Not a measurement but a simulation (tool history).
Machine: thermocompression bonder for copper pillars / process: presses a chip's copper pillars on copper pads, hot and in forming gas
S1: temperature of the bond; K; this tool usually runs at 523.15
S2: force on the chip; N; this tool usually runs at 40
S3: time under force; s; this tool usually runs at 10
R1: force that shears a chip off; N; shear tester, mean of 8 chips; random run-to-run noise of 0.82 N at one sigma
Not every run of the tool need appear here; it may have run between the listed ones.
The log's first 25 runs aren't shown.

| run | day | S1 | S2 | S3 | R1 |
|---|---|---|---|---|---|
| 26 | 36.271 | 534.15 | 32 | 11 | 64.6 |
| 27 | 37.192 | 537.15 | 51 | 11 | 84.2 |
|  | 38.542 | forming gas filter changed |
| 28 | 38.933 | 524.15 | 31 | 10 | 54.1 |
| 29 | 39.833 | 524.15 | 31 | 10 | 54.5 |
| 30 | 40.988 | 523.15 | 31 | 12 | 57.6 |
| 31 | 42.554 | 519.15 | 53 | 9 | 65.3 |
| 32 | 43.875 | 549.15 | 53 | 9 | 97.1 |
| 33 | 45.008 | 523.15 | 59 | 21 | 94.4 |
| 34 | 46.608 | 496.15 | 40 | 5 | 27.5 |
| 35 | 47.925 | 496.15 | 40 | 5 | 27.4 |
| 36 | 49 | 501.15 | 45 | 7 | 37.9 |
| 37 | 50.112 | 501.15 | 45 | 7 | 37.7 |
| 38 | 51.717 | 523.15 | 40 | 28 | 89.4 |
| 39 | 53.121 | 507.15 | 40 | 28 | 67.2 |

Here are 3 independent what-if runs from the current tool condition. What would each one return?
| A | 55.062 | 547.15 | 48 | 29 | ? |
| B | 55.062 | 507.15 | 56 | 28 | ? |
| C | 55.062 | 507.15 | 27 | 28 | ? |

| run | R1 |
|---|---|
| A | 117.4 |
| B | 78.6 |
| C | 54.4 |
The same runs, with their run-to-run variation unchanged, on a tool lacking any hidden condition would have given:
| run | R1 |
|---|---|
| A | 121.7 |
| B | 83.8 |
| C | 58.5 |
